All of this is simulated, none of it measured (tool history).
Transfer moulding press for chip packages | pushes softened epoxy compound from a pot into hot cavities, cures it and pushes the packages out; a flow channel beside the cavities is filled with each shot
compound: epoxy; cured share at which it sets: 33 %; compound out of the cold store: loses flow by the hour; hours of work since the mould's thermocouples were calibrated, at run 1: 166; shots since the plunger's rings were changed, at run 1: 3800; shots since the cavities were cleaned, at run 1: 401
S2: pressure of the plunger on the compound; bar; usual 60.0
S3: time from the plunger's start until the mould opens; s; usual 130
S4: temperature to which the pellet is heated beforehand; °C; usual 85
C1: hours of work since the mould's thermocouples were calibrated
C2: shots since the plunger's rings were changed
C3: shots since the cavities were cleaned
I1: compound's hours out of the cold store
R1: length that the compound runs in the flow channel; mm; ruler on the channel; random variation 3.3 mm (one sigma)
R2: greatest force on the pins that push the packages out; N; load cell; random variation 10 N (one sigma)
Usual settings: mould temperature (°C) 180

Run 1, day 0.000: usual settings; C1 166; C2 3800; C3 401; I1 42.6. Result: R1 704 mm, R2 643 N.
Run 2, day 0.462: usual settings; C1 171; C2 3862; C3 463; I1 26.3. Result: R1 758 mm, R2 687 N.
Run 3, day 0.900: usual settings; C1 175; C2 3922; C3 523; I1 34.2. Result: R1 727 mm, R2 690 N.
Run 4, day 1.329: usual settings; C1 179; C2 3979; C3 580; I1 44.3. Result: R1 692 mm, R2 691 N.
Run 5, day 1.633: usual settings; C1 182; C2 4021; C3 622; I1 14.7. Result: R1 802 mm, R2 725 N.
Run 6, day 1.988: usual settings but mould temperature (°C) 184; C1 186; C2 4068; C3 669; I1 38.4. Result: R1 706 mm, R2 661 N.
Run 7, day 2.242: usual settings but mould temperature (°C) 179; C1 188; C2 4103; C3 704; I1 38.3. Result: R1 707 mm, R2 728 N.
Run 8, day 2.700: usual settings but mould temperature (°C) 179; C1 193; C2 4165; C3 766; I1 35.0. Result: R1 729 mm, R2 752 N.
At day 2.792: cavities cleaned with cleaning compound and waxed.
Run 9, day 3.162: usual settings but mould temperature (°C) 179; C1 197; C2 4219; C3 50; I1 27.8. Result: R1 752 mm, R2 907 N.
Run 10, day 3.629: usual settings but mould temperature (°C) 179, S2 56.4 bar; C1 201; C2 4282; C3 113; I1 36.6. Result: R1 694 mm, R2 896 N.
Run 11, day 3.921: usual settings but mould temperature (°C) 179, S2 56.4 bar; C1 204; C2 4321; C3 152; I1 23.2. Result: R1 744 mm, R2 938 N.
Run 12, day 4.183: usual settings but mould temperature (°C) 179, S2 56.4 bar; C1 207; C2 4356; C3 187; I1 20.3. Result: R1 750 mm, R2 903 N.
Run 13, day 4.658: usual settings but S3 161 s; C1 211; C2 4421; C3 252; I1 38.9. Result: R1 710 mm, R2 790 N.
Run 14, day 5.004: usual settings but S2 68.7 bar; C1 215; C2 4467; C3 298; I1 37.8. Result: R1 760 mm, R2 882 N.
At day 5.212: cavities cleaned with cleaning compound and waxed, once more.
Run 15, day 5.429: usual settings but mould temperature (°C) 186, S2 71.6 bar, S3 157 s; C1 218; C2 4516; C3 29; I1 31.2. Result: R1 783 mm, R2 436 N.
Run 16, day 5.733: usual settings but mould temperature (°C) 173, S2 45.6 bar, S3 157 s, S4 82 °C; C1 221; C2 4557; C3 70; I1 47.8. Result: R1 613 mm, R2 535 N.
Run 17, day 6.150: usual settings but mould temperature (°C) 186, S2 55.0 bar; C1 225; C2 4614; C3 127; I1 42.3. Result: R1 646 mm, R2 484 N.
Run 18, day 6.508: usual settings but mould temperature (°C) 182, S2 54.6 bar, S3 126 s; C1 229; C2 4662; C3 175; I1 21.5. Result: R1 729 mm, R2 561 N.
Run 19, day 6.900: usual settings but S2 45.2 bar, S3 168 s; C1 233; C2 4715; C3 228; I1 37.2. Result: R1 614 mm, R2 538 N.
Run 20, day 7.183: usual settings but S2 45.2 bar, S3 168 s; C1 235; C2 4753; C3 266; I1 38.0. Result: R1 612 mm, R2 546 N.
Run 21, day 7.667: usual settings but mould temperature (°C) 173, S3 144 s, S4 79 °C; C1 240; C2 4819; C3 332; I1 37.2. Result: R1 737 mm, R2 725 N.
Run 22, day 8.142: usual settings but S2 63.8 bar, S3 167 s; C1 245; C2 4883; C3 396; I1 21.1. Result: R1 784 mm, R2 608 N.
Run 23, day 8.608: usual settings but mould temperature (°C) 181, S2 48.6 bar, S3 167 s; C1 249; C2 4946; C3 459; I1 20.0. Result: R1 690 mm, R2 584 N.
Run 24, day 9.088: usual settings but mould temperature (°C) 181, S2 71.7 bar, S3 167 s, S4 94 °C; C1 254; C2 5011; C3 524; I1 45.9. Result: R1 736 mm, R2 600 N.
Run 25, day 9.571: usual settings but mould temperature (°C) 185, S2 62.1 bar, S3 123 s, S4 95 °C; C1 259; C2 5076; C3 589; I1 22.4. Result: R1 748 mm, R2 648 N.
Run 26, day 9.962: usual settings but S3 139 s; C1 262; C2 5129; C3 642; I1 8.2. Result: R1 810 mm, R2 690 N.
Run 27, day 10.333: usual settings but mould temperature (°C) 177, S2 52.0 bar, S3 134 s, S4 92 °C; C1 266; C2 5179; C3 692; I1 22.4. Result: R1 714 mm, R2 812 N.
Run 28, day 10.800: usual settings but S2 60.1 bar; C1 271; C2 5242; C3 755; I1 10.9. Result: R1 805 mm, R2 745 N.

4 ways to go on from here, each from the tool as it stands after run 28. What would each give?
Run A, day 11.096: usual settings but S2 61.8 bar, S4 95 °C; C1 273; C2 5282; C3 795; I1 18.5. Result: R1 ?, R2 ?.
Run B, day 11.096: usual settings but mould temperature (°C) 182, S2 56.7 bar, S4 82 °C; C1 273; C2 5282; C3 795; I1 11.9. Result: R1 ?, R2 ?.
Run C, day 11.096: usual settings but mould temperature (°C) 176; C1 273; C2 5282; C3 795; I1 41.0. Result: R1 ?, R2 ?.
Run D, day 11.096: usual settings but S2 49.9 bar, S3 131 s, S4 80 °C; C1 273; C2 5282; C3 795; I1 38.7. Result: R1 ?, R2 ?.

run   R1   R2
  A  782  754
  B  765  756
  C  704  858
  D  638  751
Without the tool's hidden state the same runs would have given:
run   R1   R2
  A  839  459
  B  820  463
  C  755  516
  D  685  459

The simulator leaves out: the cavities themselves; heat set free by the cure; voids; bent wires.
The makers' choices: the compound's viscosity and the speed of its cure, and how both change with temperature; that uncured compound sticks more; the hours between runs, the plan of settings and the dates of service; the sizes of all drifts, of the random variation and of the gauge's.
